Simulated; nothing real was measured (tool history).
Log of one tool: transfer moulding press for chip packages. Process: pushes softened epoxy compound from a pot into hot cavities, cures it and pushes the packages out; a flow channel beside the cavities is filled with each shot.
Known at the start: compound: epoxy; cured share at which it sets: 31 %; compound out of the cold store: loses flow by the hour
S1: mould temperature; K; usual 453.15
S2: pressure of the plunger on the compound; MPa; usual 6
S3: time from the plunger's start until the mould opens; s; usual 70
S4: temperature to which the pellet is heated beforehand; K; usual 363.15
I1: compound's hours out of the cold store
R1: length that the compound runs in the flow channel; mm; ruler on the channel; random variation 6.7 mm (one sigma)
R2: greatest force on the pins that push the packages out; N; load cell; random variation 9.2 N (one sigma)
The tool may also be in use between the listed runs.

run 1 hour=0 | S1=453.15 S2=6 S3=70 S4=363.15 | I1=42.4 | R1=664 R2=408
run 2 hour=6.3 | S1=453.15 S2=6 S3=70 S4=363.15 | I1=34 | R1=692 R2=445
run 3 hour=12.3 | S1=453.15 S2=6 S3=70 S4=363.15 | I1=27.9 | R1=711 R2=476
run 4 hour=19.1 | S1=453.15 S2=6 S3=70 S4=354.15 | I1=11 | R1=749 R2=529
run 5 hour=25.4 | S1=460.15 S2=6 S3=70 S4=354.15 | I1=10.8 | R1=730 R2=411
run 6 hour=31.6 | S1=460.15 S2=6 S3=70 S4=354.15 | I1=31.7 | R1=676 R2=407
run 7 hour=39.5 | S1=460.15 S2=6 S3=70 S4=354.15 | I1=44.8 | R1=643 R2=433
-- hour=42.9 cavities cleaned with cleaning compound and waxed
run 8 hour=53.8 | S1=460.15 S2=6 S3=70 S4=354.15 | I1=29 | R1=680 R2=368
run 9 hour=64.3 | S1=458.15 S2=6 S3=70 S4=363.15 | I1=29.3 | R1=676 R2=391
run 10 hour=72.6 | S1=453.15 S2=6.51 S3=70 S4=363.15 | I1=17.8 | R1=763 R2=546
run 11 hour=80.1 | S1=453.15 S2=6.51 S3=70 S4=363.15 | I1=19.5 | R1=761 R2=564
-- hour=89.6 cavities cleaned with cleaning compound and waxed
run 12 hour=94.1 | S1=451.15 S2=5.06 S3=70 S4=358.15 | I1=28.6 | R1=635 R2=488
run 13 hour=102.5 | S1=453.15 S2=5.28 S3=70 S4=363.15 | I1=43.3 | R1=604 R2=448
-- hour=111 plunger's sealing rings changed
run 14 hour=117.6 | S1=453.15 S2=6.12 S3=67 S4=369.15 | I1=13.4 | R1=817 R2=587
run 15 hour=130.8 | S1=461.15 S2=5.48 S3=70 S4=363.15 | I1=22.4 | R1=721 R2=393
-- hour=139.3 cavities cleaned with cleaning compound and waxed
run 16 hour=141.8 | S1=461.15 S2=5.71 S3=70 S4=354.15 | I1=26.7 | R1=723 R2=304
run 17 hour=150.7 | S1=453.15 S2=6.44 S3=70 S4=366.15 | I1=28 | R1=785 R2=456
run 18 hour=161.1 | S1=451.15 S2=5.69 S3=73 S4=365.15 | I1=12 | R1=789 R2=531
run 19 hour=173.8 | S1=446.15 S2=6 S3=70 S4=366.15 | I1=27.9 | R1=773 R2=862
-- hour=186.4 cavities cleaned with cleaning compound and waxed
run 20 hour=186.7 | S1=446.15 S2=6 S3=70 S4=366.15 | I1=46 | R1=708 R2=589

Forecast each of these 3 alternatives for the next run:
run A hour=196.9 | S1=453.15 S2=7.02 S3=70 S4=363.15 | I1=39 | R1=? R2=?
run B hour=196.9 | S1=449.15 S2=6.34 S3=70 S4=366.15 | I1=19.7 | R1=? R2=?
run C hour=196.9 | S1=453.15 S2=6.02 S3=89 S4=363.15 | I1=33.7 | R1=? R2=?

run=A R1=783 R2=440
run=B R1=804 R2=600
run=C R1=726 R2=340
Without the tool's hidden state the same runs would have given:
run=A R1=793 R2=386
run=B R1=815 R2=525
run=C R1=736 R2=301

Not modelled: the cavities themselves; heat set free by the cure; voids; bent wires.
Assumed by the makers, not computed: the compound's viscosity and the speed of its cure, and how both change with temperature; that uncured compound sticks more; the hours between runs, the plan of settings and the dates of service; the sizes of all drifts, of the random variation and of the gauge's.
